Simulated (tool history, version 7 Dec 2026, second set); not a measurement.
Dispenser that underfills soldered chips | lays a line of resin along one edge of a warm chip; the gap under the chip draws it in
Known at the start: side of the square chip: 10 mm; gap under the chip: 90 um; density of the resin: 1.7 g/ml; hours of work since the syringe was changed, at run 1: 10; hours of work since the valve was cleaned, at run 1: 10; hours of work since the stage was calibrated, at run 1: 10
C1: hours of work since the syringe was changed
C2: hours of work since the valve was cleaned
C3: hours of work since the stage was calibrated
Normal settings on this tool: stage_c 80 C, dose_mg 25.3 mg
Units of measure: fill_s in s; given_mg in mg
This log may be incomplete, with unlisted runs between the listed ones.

run 1 day=0 | stage_c=80 dose_mg=25.3 | C1=10 C2=10 C3=10 | fill_s=105.7 given_mg=24.96
-- day=0.088 new syringe of resin
run 2 day=0.496 | stage_c=80 dose_mg=25.3 | C1=7 C2=18 C3=18 | fill_s=86.8 given_mg=24.77
-- day=0.821 new syringe of resin
run 3 day=0.896 | stage_c=89 dose_mg=25.3 | C1=1 C2=24 C3=24 | fill_s=51.1 given_mg=24.74
run 4 day=1.442 | stage_c=89 dose_mg=25.3 | C1=10 C2=33 C3=33 | fill_s=82.6 given_mg=24.67
-- day=1.542 new syringe of resin
run 5 day=1.704 | stage_c=94 dose_mg=25.3 | C1=3 C2=37 C3=37 | fill_s=46.9 given_mg=24.23
run 6 day=1.975 | stage_c=94 dose_mg=25.3 | C1=7 C2=41 C3=41 | fill_s=57.4 given_mg=24.28
-- day=2.262 new syringe of resin
run 7 day=2.325 | stage_c=80 dose_mg=23.9 | C1=1 C2=47 C3=47 | fill_s=65.9 given_mg=22.94
run 8 day=2.725 | stage_c=69 dose_mg=25.3 | C1=7 C2=53 C3=53 | fill_s=134.4 given_mg=24.31
-- day=3 new syringe of resin
run 9 day=3.162 | stage_c=69 dose_mg=25.3 | C1=3 C2=60 C3=60 | fill_s=105.9 given_mg=23.93
run 10 day=3.438 | stage_c=69 dose_mg=25.3 | C1=7 C2=65 C3=65 | fill_s=133.4 given_mg=23.87
-- day=3.712 new syringe of resin
run 11 day=3.783 | stage_c=69 dose_mg=25.3 | C1=1 C2=70 C3=70 | fill_s=98.8 given_mg=23.6
run 12 day=4.05 | stage_c=80 dose_mg=25.3 | C1=5 C2=74 C3=74 | fill_s=86.1 given_mg=23.68
-- day=4.442 new syringe of resin
run 13 day=4.554 | stage_c=91 dose_mg=25.3 | C1=2 C2=82 C3=82 | fill_s=48.1 given_mg=23.39
run 14 day=4.875 | stage_c=86 dose_mg=31 | C1=7 C2=87 C3=87 | fill_s=75 given_mg=28.57
-- day=5.15 new syringe of resin
run 15 day=5.396 | stage_c=83 dose_mg=31 | C1=4 C2=96 C3=96 | fill_s=70.9 given_mg=28.32
-- day=5.871 new syringe of resin
run 16 day=5.912 | stage_c=93 dose_mg=31.2 | C1=1 C2=104 C3=104 | fill_s=41.9 given_mg=28.41
run 17 day=6.292 | stage_c=73 dose_mg=22.7 | C1=7 C2=110 C3=110 | fill_s=116.3 given_mg=20.35
run 18 day=6.538 | stage_c=78 dose_mg=23.5 | C1=11 C2=114 C3=114 | fill_s=123 given_mg=21.26
-- day=6.575 new syringe of resin
run 19 day=6.833 | stage_c=78 dose_mg=23.5 | C1=4 C2=118 C3=118 | fill_s=86.4 given_mg=21.11
run 20 day=7.258 | stage_c=90 dose_mg=24.1 | C1=11 C2=125 C3=125 | fill_s=83.9 given_mg=21.39
-- day=7.296 new syringe of resin
-- day=7.538 dispensing valve cleaned and set on the balance
run 21 day=7.746 | stage_c=94 dose_mg=25.5 | C1=7 C2=3 C3=132 | fill_s=57.4 given_mg=25.47
-- day=8.046 new syringe of resin
run 22 day=8.046 | stage_c=80 dose_mg=32.1 | C1=0 C2=8 C3=137 | fill_s=61.7 given_mg=32.01
run 23 day=8.358 | stage_c=82 dose_mg=22.8 | C1=5 C2=13 C3=142 | fill_s=77.4 given_mg=22.56

What will run 24 give?
run 24 day=8.604 | stage_c=75 dose_mg=29.5 | C1=9 C2=17 C3=146 | fill_s=? given_mg=?

fill_s: 117.8 s
given_mg: 28.96 mg
The same run, on a tool lacking any hidden state, would have yielded fill_s 72.1 s, given_mg 29.4 mg.
